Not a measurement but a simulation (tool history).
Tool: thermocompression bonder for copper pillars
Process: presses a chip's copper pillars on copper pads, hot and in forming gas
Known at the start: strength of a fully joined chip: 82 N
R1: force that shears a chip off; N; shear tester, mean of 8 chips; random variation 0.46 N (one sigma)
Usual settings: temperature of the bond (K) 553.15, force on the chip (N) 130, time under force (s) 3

Run 1, day 0.000: usual settings. Result: R1 40.0 N.
Run 2, day 0.375: usual settings but temperature of the bond (K) 574.15. Result: R1 50.0 N.
Run 3, day 0.608: usual settings but time under force (s) 2. Result: R1 34.6 N.
Run 4, day 0.988: usual settings. Result: R1 40.2 N.
Run 5, day 1.196: usual settings but temperature of the bond (K) 559.15. Result: R1 43.9 N.
Run 6, day 1.550: usual settings but temperature of the bond (K) 559.15. Result: R1 43.3 N.
Run 7, day 1.767: usual settings but temperature of the bond (K) 559.15. Result: R1 42.3 N.
Run 8, day 2.054: usual settings but temperature of the bond (K) 559.15. Result: R1 43.1 N.
Run 9, day 2.438: usual settings but time under force (s) 6. Result: R1 49.6 N.
Run 10, day 2.812: usual settings but time under force (s) 6. Result: R1 50.4 N.
Run 11, day 3.029: usual settings but temperature of the bond (K) 548.15, time under force (s) 6. Result: R1 48.1 N.
Run 12, day 3.217: usual settings but temperature of the bond (K) 548.15, time under force (s) 6. Result: R1 48.4 N.
Run 13, day 3.408: usual settings but temperature of the bond (K) 548.15, time under force (s) 6. Result: R1 46.7 N.
Run 14, day 3.712: usual settings but temperature of the bond (K) 548.15, time under force (s) 7. Result: R1 49.4 N.
Run 15, day 4.046: usual settings but time under force (s) 2. Result: R1 34.2 N.
Run 16, day 4.250: usual settings but temperature of the bond (K) 544.15, force on the chip (N) 156, time under force (s) 2. Result: R1 38.0 N.
Run 17, day 4.533: usual settings but temperature of the bond (K) 537.15, force on the chip (N) 110, time under force (s) 5. Result: R1 33.6 N.
Run 18, day 4.858: usual settings but temperature of the bond (K) 534.15, force on the chip (N) 133, time under force (s) 8. Result: R1 45.9 N.
Run 19, day 5.029: usual settings but temperature of the bond (K) 534.15, force on the chip (N) 133, time under force (s) 8. Result: R1 46.4 N.
Run 20, day 5.262: usual settings but temperature of the bond (K) 549.15, force on the chip (N) 94, time under force (s) 2. Result: R1 23.1 N.
Run 21, day 5.575: usual settings but temperature of the bond (K) 549.15, force on the chip (N) 94, time under force (s) 2. Result: R1 22.8 N.
Run 22, day 5.729: usual settings but temperature of the bond (K) 549.15, force on the chip (N) 124, time under force (s) 6. Result: R1 45.9 N.
Run 23, day 5.925: usual settings but temperature of the bond (K) 549.15, force on the chip (N) 124, time under force (s) 6. Result: R1 46.2 N.
Run 24, day 6.079: usual settings but temperature of the bond (K) 547.15, force on the chip (N) 195, time under force (s) 2. Result: R1 49.4 N.
Run 25, day 6.400: usual settings but temperature of the bond (K) 547.15, force on the chip (N) 195, time under force (s) 2. Result: R1 48.4 N.
Run 26, day 6.667: usual settings but temperature of the bond (K) 533.15, force on the chip (N) 107. Result: R1 25.0 N.
Run 27, day 6.988: usual settings but temperature of the bond (K) 524.15, force on the chip (N) 107, time under force (s) 2. Result: R1 18.5 N.

5 ways to go on from here, each from the tool as it stands after run 27. What would each give?
Run A, day 7.162: usual settings but temperature of the bond (K) 528.15, force on the chip (N) 151. Result: R1 ?.
Run B, day 7.162: usual settings but time under force (s) 4. Result: R1 ?.
Run C, day 7.162: usual settings but temperature of the bond (K) 552.15. Result: R1 ?.
Run D, day 7.162: usual settings but time under force (s) 7. Result: R1 ?.
Run E, day 7.162: usual settings but temperature of the bond (K) 568.15, force on the chip (N) 107, time under force (s) 4. Result: R1 ?.

run    R1
  A  34.6
  B  44.5
  C  40.2
  D  53.4
  E  43.2
Without the tool's hidden state the same runs would have given:
run    R1
  A  33.4
  B  43.2
  C  38.9
  D  52.2
  E  41.8
